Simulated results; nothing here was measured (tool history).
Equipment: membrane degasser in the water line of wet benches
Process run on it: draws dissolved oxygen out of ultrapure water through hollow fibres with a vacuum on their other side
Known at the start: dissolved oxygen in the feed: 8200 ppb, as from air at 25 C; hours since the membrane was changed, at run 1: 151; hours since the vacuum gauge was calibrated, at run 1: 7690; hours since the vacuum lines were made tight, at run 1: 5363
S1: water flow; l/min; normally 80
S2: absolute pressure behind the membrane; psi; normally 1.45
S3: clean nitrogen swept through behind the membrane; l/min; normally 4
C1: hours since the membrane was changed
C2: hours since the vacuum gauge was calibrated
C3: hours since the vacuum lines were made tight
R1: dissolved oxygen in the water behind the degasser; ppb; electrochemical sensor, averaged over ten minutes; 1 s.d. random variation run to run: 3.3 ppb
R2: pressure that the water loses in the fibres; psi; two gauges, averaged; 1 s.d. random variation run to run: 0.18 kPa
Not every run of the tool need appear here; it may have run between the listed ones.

run 1 hour=0 | S1=80 S2=1.45 S3=4 | C1=151 C2=7690 C3=5363 | R1=341.2 R2=4.659
run 2 hour=26.5 | S1=80 S2=1.45 S3=4 | C1=178 C2=7716 C3=5390 | R1=341.8 R2=4.676
run 3 hour=60 | S1=80 S2=1.45 S3=4 | C1=211 C2=7750 C3=5423 | R1=347.8 R2=4.666
run 4 hour=102.3 | S1=80 S2=1.45 S3=4.7 | C1=254 C2=7792 C3=5466 | R1=303.5 R2=4.704
run 5 hour=143.7 | S1=80 S2=1.45 S3=4.7 | C1=295 C2=7833 C3=5507 | R1=301.6 R2=4.656
run 6 hour=170.5 | S1=80 S2=2.93 S3=4 | C1=322 C2=7860 C3=5534 | R1=740 R2=4.651
run 7 hour=216.2 | S1=80 S2=2.93 S3=4 | C1=368 C2=7906 C3=5580 | R1=741.8 R2=4.643
run 8 hour=244.6 | S1=68 S2=2.93 S3=4 | C1=396 C2=7934 C3=5608 | R1=652.7 R2=4
run 9 hour=271.3 | S1=68 S2=2.93 S3=4 | C1=423 C2=7961 C3=5635 | R1=637.5 R2=3.96
run 10 hour=323.7 | S1=80 S2=1.45 S3=4 | C1=475 C2=8013 C3=5687 | R1=340 R2=4.701
run 11 hour=385.5 | S1=80 S2=1.45 S3=4 | C1=537 C2=8075 C3=5749 | R1=341.5 R2=4.691
run 12 hour=437.1 | S1=80 S2=3.38 S3=4 | C1=588 C2=8127 C3=5801 | R1=852.2 R2=4.656
run 13 hour=476.3 | S1=74 S2=3.38 S3=4 | C1=628 C2=8166 C3=5840 | R1=798.4 R2=4.358
run 14 hour=511.1 | S1=74 S2=3.38 S3=4 | C1=662 C2=8201 C3=5874 | R1=814.1 R2=4.306
run 15 hour=543.2 | S1=74 S2=3.38 S3=4 | C1=695 C2=8233 C3=5907 | R1=800.3 R2=4.313
run 16 hour=568.7 | S1=49 S2=3.38 S3=4 | C1=720 C2=8258 C3=5932 | R1=547 R2=2.894
run 17 hour=624.5 | S1=119 S2=3.32 S3=5.17 | C1=776 C2=8314 C3=5988 | R1=1039.2 R2=6.986
run 18 hour=656.4 | S1=95 S2=2.47 S3=4 | C1=808 C2=8346 C3=6020 | R1=750.7 R2=5.597
run 19 hour=707.6 | S1=83 S2=2.25 S3=4 | C1=859 C2=8397 C3=6071 | R1=589.4 R2=4.878
run 20 hour=763 | S1=80 S2=3.03 S3=9.91 | C1=914 C2=8453 C3=6126 | R1=377.9 R2=4.691
run 21 hour=795.2 | S1=80 S2=1.33 S3=7.46 | C1=947 C2=8485 C3=6159 | R1=197.5 R2=4.65
run 22 hour=837.1 | S1=60 S2=1.33 S3=7.46 | C1=988 C2=8527 C3=6200 | R1=134.9 R2=3.555
run 23 hour=862 | S1=60 S2=1.33 S3=7.46 | C1=1013 C2=8552 C3=6225 | R1=134.8 R2=3.545
run 24 hour=895.6 | S1=66 S2=1.33 S3=9.84 | C1=1047 C2=8585 C3=6259 | R1=122.7 R2=3.88
run 25 hour=957.3 | S1=66 S2=1.33 S3=9.84 | C1=1109 C2=8647 C3=6321 | R1=123 R2=3.829
run 26 hour=988 | S1=102 S2=2.92 S3=9.61 | C1=1139 C2=8678 C3=6351 | R1=493.7 R2=6.021
run 27 hour=1018.3 | S1=102 S2=0.91 S3=5.11 | C1=1170 C2=8708 C3=6382 | R1=237 R2=5.992
run 28 hour=1046.1 | S1=102 S2=0.91 S3=5.11 | C1=1197 C2=8736 C3=6409 | R1=232.4 R2=6.016
run 29 hour=1092.6 | S1=77 S2=1.26 S3=8.07 | C1=1244 C2=8782 C3=6456 | R1=165 R2=4.522
run 30 hour=1132.8 | S1=80 S2=1.86 S3=4 | C1=1284 C2=8822 C3=6496 | R1=465.6 R2=4.679
-- hour=1175.7 vacuum gauge calibrated
run 31 hour=1188.4 | S1=80 S2=1.86 S3=4 | C1=1339 C2=13 C3=6551 | R1=450.9 R2=4.701

Some steps in R1, run to run, broken into two amounts with sign: the step expected even without the hidden condition (settings, incoming material, random variation), and the rest, left for the hidden condition together with whatever gauge scatter is not in both the measured and the hidden-condition-free result:
Hidden state at play: membrane still open, %; true pressure behind the membrane over the reading, kPa; air that leaks in behind the membrane, l/min; drift of the gauge itself on oxygen_ppb, %; drift of the gauge itself on loss_of_pressure_kpa, %.
Run 5 -> 6: S2 1.45 -> 2.93, S3 4.7 -> 4. R1 +438.4 ppb: hidden state +2, all else +436.4.
Run 11 -> 12: S2 1.45 -> 3.38. R1 +510.7 ppb: hidden state +0.5, all else +510.2.
Run 16 -> 17: S1 49 -> 119, S2 3.38 -> 3.32, S3 4 -> 5.17. R1 +492.2 ppb: hidden state +5.2, all else +487.
Run 28 -> 29: S1 102 -> 77, S2 0.91 -> 1.26, S3 5.11 -> 8.07. R1 -67.4 ppb: hidden state -8, all else -59.4.
Run 29 -> 30: S1 77 -> 80, S2 1.26 -> 1.86, S3 8.07 -> 4. R1 +300.6 ppb: hidden state +7.8, all else +292.8.
Run 30 -> 31: vacuum gauge calibrated. R1 -14.7 ppb: hidden state -14.2, all else -0.5.
